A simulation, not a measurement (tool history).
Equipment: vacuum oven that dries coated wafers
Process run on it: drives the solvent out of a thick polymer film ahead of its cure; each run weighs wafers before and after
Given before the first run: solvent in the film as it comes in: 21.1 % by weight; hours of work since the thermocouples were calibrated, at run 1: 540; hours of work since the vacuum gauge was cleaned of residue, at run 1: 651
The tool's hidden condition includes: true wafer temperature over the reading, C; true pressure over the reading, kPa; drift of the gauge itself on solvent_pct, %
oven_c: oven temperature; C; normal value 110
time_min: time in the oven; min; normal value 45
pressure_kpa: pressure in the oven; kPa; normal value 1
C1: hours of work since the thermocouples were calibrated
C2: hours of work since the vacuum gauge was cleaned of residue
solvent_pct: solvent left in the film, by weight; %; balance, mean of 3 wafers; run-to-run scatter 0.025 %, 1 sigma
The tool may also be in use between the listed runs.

Run 1, hour 0: usual settings; C1 540; C2 651. Result: solvent_pct 1.78 %.
Run 2, hour 65.3: usual settings; C1 574; C2 685. Result: solvent_pct 1.81 %.
Run 3, hour 159.6: usual settings; C1 622; C2 734. Result: solvent_pct 1.8 %.
Run 4, hour 227.1: usual settings; C1 657; C2 768. Result: solvent_pct 1.85 %.
At hour 274.1: oven's thermocouples calibrated.
Run 5, hour 309.5: usual settings but oven_c 107 C; C1 18; C2 810. Result: solvent_pct 2.59 %.
Run 6, hour 405.1: usual settings but pressure_kpa 0.56 kPa; C1 67; C2 859. Result: solvent_pct 1.5 %.
Run 7, hour 493.9: usual settings but pressure_kpa 0.56 kPa; C1 113; C2 905. Result: solvent_pct 1.49 %.
At hour 500.4: vacuum gauge cleaned of residue and calibrated.
Run 8, hour 581.9: usual settings but pressure_kpa 0.56 kPa; C1 158; C2 42. Result: solvent_pct 1.56 %.
Run 9, hour 655: usual settings but pressure_kpa 0.56 kPa; C1 195; C2 80. Result: solvent_pct 1.63 %.
Run 10, hour 744.6: usual settings but pressure_kpa 0.56 kPa; C1 241; C2 126. Result: solvent_pct 1.62 %.
Run 11, hour 801.2: usual settings but pressure_kpa 0.62 kPa; C1 271; C2 155. Result: solvent_pct 1.71 %.
At hour 830.9: vacuum gauge cleaned of residue and calibrated, once more.
Run 12, hour 896.8: usual settings but time_min 26 min, pressure_kpa 1.78 kPa; C1 319; C2 34. Result: solvent_pct 4.05 %.
Run 13, hour 950.9: usual settings but oven_c 102 C, pressure_kpa 0.79 kPa; C1 347; C2 62. Result: solvent_pct 3.35 %.
Run 14, hour 1037: usual settings but oven_c 101 C, time_min 50 min, pressure_kpa 3.37 kPa; C1 391; C2 106. Result: solvent_pct 6.78 %.
Run 15, hour 1117.1: usual settings but oven_c 121 C, time_min 50 min, pressure_kpa 0.55 kPa; C1 432; C2 147. Result: solvent_pct 0.51 %.
Run 16, hour 1159.1: usual settings but oven_c 116 C, pressure_kpa 2.98 kPa; C1 454; C2 169. Result: solvent_pct 2.8 %.
Run 17, hour 1250.2: usual settings but oven_c 116 C, pressure_kpa 2.98 kPa; C1 501; C2 216. Result: solvent_pct 2.83 %.
Run 18, hour 1312.7: usual settings but oven_c 116 C, pressure_kpa 2.98 kPa; C1 533; C2 248. Result: solvent_pct 2.9 %.
Run 19, hour 1416.9: usual settings but oven_c 105 C, pressure_kpa 2.25 kPa; C1 587; C2 302. Result: solvent_pct 4.22 %.
Run 20, hour 1518.5: usual settings but oven_c 105 C, pressure_kpa 2.25 kPa; C1 639; C2 354. Result: solvent_pct 4.22 %.
At hour 1600.1: oven's thermocouples calibrated.
Run 21, hour 1614.5: usual settings but oven_c 103 C, time_min 31 min, pressure_kpa 2.25 kPa; C1 7; C2 402. Result: solvent_pct 6.96 %.
Run 22, hour 1669.3: usual settings but oven_c 107 C, pressure_kpa 0.63 kPa; C1 36; C2 431. Result: solvent_pct 2.05 %.

Predict each of these 5 candidate next runs independently; none follows another, all start after run 22:
Run A, hour 1733.3: usual settings but oven_c 107 C, pressure_kpa 3.96 kPa; C1 69; C2 464. Result: solvent_pct ?.
Run B, hour 1733.3: usual settings but oven_c 100 C, pressure_kpa 1.1 kPa; C1 69; C2 464. Result: solvent_pct ?.
Run C, hour 1733.3: usual settings but oven_c 112 C, time_min 60 min, pressure_kpa 3.62 kPa; C1 69; C2 464. Result: solvent_pct ?.
Run D, hour 1733.3: usual settings but oven_c 102 C, time_min 75 min, pressure_kpa 0.68 kPa; C1 69; C2 464. Result: solvent_pct ?.
Run E, hour 1733.3: usual settings but oven_c 104 C, time_min 42 min, pressure_kpa 0.69 kPa; C1 69; C2 464. Result: solvent_pct ?.

run  solvent_pct
  A         6.04
  B         4.96
  C         4.14
  D         1.91
  E         3.27
Stripped of hidden state, with their random variation kept, the same runs would have yielded:
run  solvent_pct
  A         5.77
  B         4.63
  C         3.93
  D         1.64
  E         2.98
